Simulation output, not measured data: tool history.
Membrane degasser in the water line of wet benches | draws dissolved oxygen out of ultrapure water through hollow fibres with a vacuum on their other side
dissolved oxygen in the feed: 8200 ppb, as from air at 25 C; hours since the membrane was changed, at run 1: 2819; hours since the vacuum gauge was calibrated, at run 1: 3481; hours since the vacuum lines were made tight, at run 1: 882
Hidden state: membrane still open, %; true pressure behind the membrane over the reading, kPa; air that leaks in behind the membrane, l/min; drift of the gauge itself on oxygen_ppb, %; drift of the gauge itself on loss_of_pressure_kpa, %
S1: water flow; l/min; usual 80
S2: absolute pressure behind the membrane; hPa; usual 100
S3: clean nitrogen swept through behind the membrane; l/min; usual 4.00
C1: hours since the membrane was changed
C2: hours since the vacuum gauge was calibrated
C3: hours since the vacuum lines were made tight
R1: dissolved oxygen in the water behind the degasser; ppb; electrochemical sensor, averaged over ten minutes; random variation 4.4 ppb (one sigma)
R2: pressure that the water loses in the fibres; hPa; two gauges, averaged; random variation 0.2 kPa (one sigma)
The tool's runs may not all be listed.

run,day,S1,S2,S3,C1,C2,C3,R1,R2
1,0.000,80,100,4.00,2819,3481,882,453.1,439.0
2,2.775,64,100,4.00,2885,3548,948,328.9,353.3
3,4.683,62,100,4.00,2931,3594,994,312.1,342.4
4,7.542,57,100,4.00,3000,3662,1063,281.2,312.3
5,9.933,80,100,4.00,3057,3720,1120,456.2,441.0
6,14.083,80,100,4.00,3157,3819,1220,440.8,437.3
7,16.467,80,100,4.00,3214,3876,1277,452.1,443.0
8,20.058,80,100,4.00,3300,3963,1363,447.4,444.4
9,22.167,80,100,4.00,3351,4013,1414,450.2,440.7
10,24.712,80,100,4.00,3412,4074,1475,456.7,443.7
11,27.550,80,100,4.00,3480,4142,1543,458.1,440.2
12,31.546,80,100,4.00,3576,4238,1639,453.5,443.0
13,35.092,80,100,5.36,3661,4323,1724,381.2,442.8
14,36.875,80,100,5.36,3704,4366,1767,389.0,441.4
15,40.738,80,100,5.36,3796,4459,1859,386.8,441.9
16,42.954,80,100,5.36,3850,4512,1912,389.9,441.2
17,46.221,80,100,5.36,3928,4591,1991,387.2,446.2
18,49.946,80,100,5.36,4017,4680,2080,392.5,446.4
19,52.804,109,127,4.27,4086,4748,2149,811.0,604.5
20,56.154,80,207,4.00,4166,4829,2229,874.4,441.8
21,58.242,71,103,6.27,4217,4879,2279,305.6,394.5
22,60.800,48,68,6.27,4278,4940,2341,104.5,263.3
23,64.367,81,133,8.59,4364,5026,2426,389.5,448.5
24,67.021,70,154,4.06,4427,5090,2490,553.4,390.3
25,68.958,70,154,4.06,4474,5136,2537,562.0,386.0
26,71.846,99,89,2.20,4543,5206,2606,744.1,542.6
27,73.862,99,89,2.20,4591,5254,2654,755.2,549.2
28,77.283,99,234,10.12,4674,5336,2736,711.7,548.4
29,81.217,78,61,4.02,4768,5430,2831,280.9,433.1
30,84.388,80,104,9.65,4844,5506,2907,310.0,447.0
# day 85.946: vacuum gauge calibrated
31,86.488,69,80,9.65,4894,13,2957,191.9,385.5
32,89.904,69,80,9.65,4976,95,3039,188.1,384.9

How the hidden state differs across the entries between the runs, from the last listed run before each to the first after it:
Between runs 30 and 31: vacuum gauge calibrated (day 85.946)
  membrane still open, %: 98 -> 97.9; true pressure behind the membrane over the reading, kPa: 0.2 -> -0.05
  measured less the result without the state, R1: +16.7 -> +8.8 ppb; R2: +9.1 -> +7.9 hPa

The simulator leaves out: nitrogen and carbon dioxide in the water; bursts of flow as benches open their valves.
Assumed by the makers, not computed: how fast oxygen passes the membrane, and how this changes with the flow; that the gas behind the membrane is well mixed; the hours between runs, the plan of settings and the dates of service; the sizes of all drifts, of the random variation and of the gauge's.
